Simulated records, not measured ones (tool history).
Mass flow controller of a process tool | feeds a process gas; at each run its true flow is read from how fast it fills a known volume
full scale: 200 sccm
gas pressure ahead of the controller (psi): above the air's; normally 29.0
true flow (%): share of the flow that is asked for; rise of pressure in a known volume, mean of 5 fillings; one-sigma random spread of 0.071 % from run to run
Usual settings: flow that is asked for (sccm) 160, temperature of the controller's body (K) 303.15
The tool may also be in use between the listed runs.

run    hour  flow that is asked for (sccm)  gas pressure ahead of the controller (psi)  temperature of the controller's body (K)  true flow (%)
  1     0.0                            160                                        29.0                                    303.15          99.49
  2   409.3                             21                                        29.0                                    303.15          98.41
  3   781.3                             21                                        29.0                                    303.15          98.61
  4  1128.0                            160                                        29.0                                    303.15          99.82
  5  1372.1                            160                                        29.0                                    303.15          99.91
  6  1676.0                            160                                        29.0                                    294.15         100.38
  7  1938.8                             46                                        29.0                                    294.15          99.49
  8  2358.7                             46                                        29.0                                    294.15          99.69

What does the tool deliver on the next run?
  9  2590.2                             84                                        36.8                                    303.15              ?

Run 9 produced true flow (%) 99.34.
Minus the tool's unlogged condition, the same run would have read true flow (%) 98.57.
